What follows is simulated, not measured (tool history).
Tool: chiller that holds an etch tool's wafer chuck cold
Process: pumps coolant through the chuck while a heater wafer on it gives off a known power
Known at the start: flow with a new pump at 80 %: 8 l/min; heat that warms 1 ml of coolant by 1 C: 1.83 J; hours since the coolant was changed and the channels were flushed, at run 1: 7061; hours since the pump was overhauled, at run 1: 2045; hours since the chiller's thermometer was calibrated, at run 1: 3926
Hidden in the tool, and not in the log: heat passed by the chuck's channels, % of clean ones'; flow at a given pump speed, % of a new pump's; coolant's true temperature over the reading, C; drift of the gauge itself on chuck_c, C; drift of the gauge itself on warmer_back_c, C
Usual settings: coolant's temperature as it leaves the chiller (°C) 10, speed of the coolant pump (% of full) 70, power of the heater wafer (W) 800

run	hour	coolant's temperature as it leaves the chiller (°C)	speed of the coolant pump (% of full)	power of the heater wafer (W)	hours since the coolant was changed and the channels were flushed	hours since the pump was overhauled	hours since the chiller's thermometer was calibrated	chuck's temperature once it has settled (°C)	how much warmer the coolant comes back (C)
1	0	10	70	800	7061	2045	3926	19.3	3.86
2	127.8	10	70	1021	7189	2173	4054	22	4.84
3	294.3	10	67	800	7355	2339	4220	19.6	4.03
# hour 400.7: coolant changed, channels flushed
4	496.5	10	92	800	96	2536	4416	17.1	2.91
5	698.1	10	80	800	297	2737	4618	17.4	3.3
6	916.4	10	80	800	516	2955	4836	17.6	3.35
7	1065.1	10	80	800	664	3104	4985	17.8	3.35
8	1216.6	10	80	800	816	3256	5137	17.6	3.38
# hour 1305.5: chiller's thermometer calibrated
9	1393	10	80	800	991	3431	87	18	3.36
10	1537.4	9	80	800	1136	3576	232	16.8	3.31
11	1646.2	9	80	800	1244	3684	341	16.9	3.4
# hour 1753.4: chiller's thermometer calibrated, once more
12	1780.5	9	80	800	1378	3818	27	16.4	3.4
13	1968.6	10	83	800	1566	4006	215	17.4	3.27
14	2086.3	10	70	906	1684	4123	333	19.3	4.4
15	2214.8	10	70	906	1812	4252	461	19.5	4.48
16	2392.7	10	70	906	1990	4430	639	19.4	4.4
17	2578.7	10	70	478	2176	4616	825	15.1	2.33
18	2803	10	70	478	2400	4840	1050	15.1	2.35
19	3002.2	10	70	478	2600	5039	1249	14.9	2.4
20	3202.8	10	70	478	2800	5240	1449	15.2	2.33
21	3368.5	10	70	478	2966	5406	1615	15.1	2.35
22	3483.5	10	66	478	3081	5521	1730	15.7	2.51
23	3652.3	10	87	407	3250	5689	1899	13.8	1.61
24	3855.6	19	87	898	3453	5893	2102	27.4	3.54
25	4078.2	10	65	597	3676	6115	2325	17	3.25
26	4240.2	11	84	660	3838	6277	2487	17.5	2.71
27	4389.2	10	71	800	3986	6426	2636	19	3.94
28	4618.9	4	86	800	4216	6656	2865	12.1	3.23
29	4779.2	4	86	800	4377	6816	3026	11.9	3.22
30	4931.8	4	86	800	4529	6969	3178	12.1	3.26
31	5078.2	17	70	1192	4675	7115	3325	30.4	6
32	5251.8	12	70	800	4849	7289	3498	21.2	4.03

The same runs without the tool's hidden state, with the same run-to-run variation:
run	chuck's temperature once it has settled (°C)	how much warmer the coolant comes back (C)
1	17.7	3.8
2	20	4.77
3	17.9	3.96
4	16.7	2.85
5	17	3.23
6	17.1	3.27
7	17.3	3.27
8	17	3.29
9	17.2	3.27
10	16	3.21
11	16.1	3.3
12	16.1	3.29
13	17	3.16
14	18.7	4.25
15	18.9	4.33
16	18.8	4.24
17	14.7	2.24
18	14.6	2.25
19	14.4	2.3
20	14.6	2.23
21	14.5	2.24
22	15	2.39
23	13.3	1.53
24	26.4	3.36
25	16.1	3.08
26	16.6	2.56
27	17.8	3.72
28	11	3.04
29	10.7	3.03
30	10.9	3.06
31	28.5	5.62
32	19.7	3.77
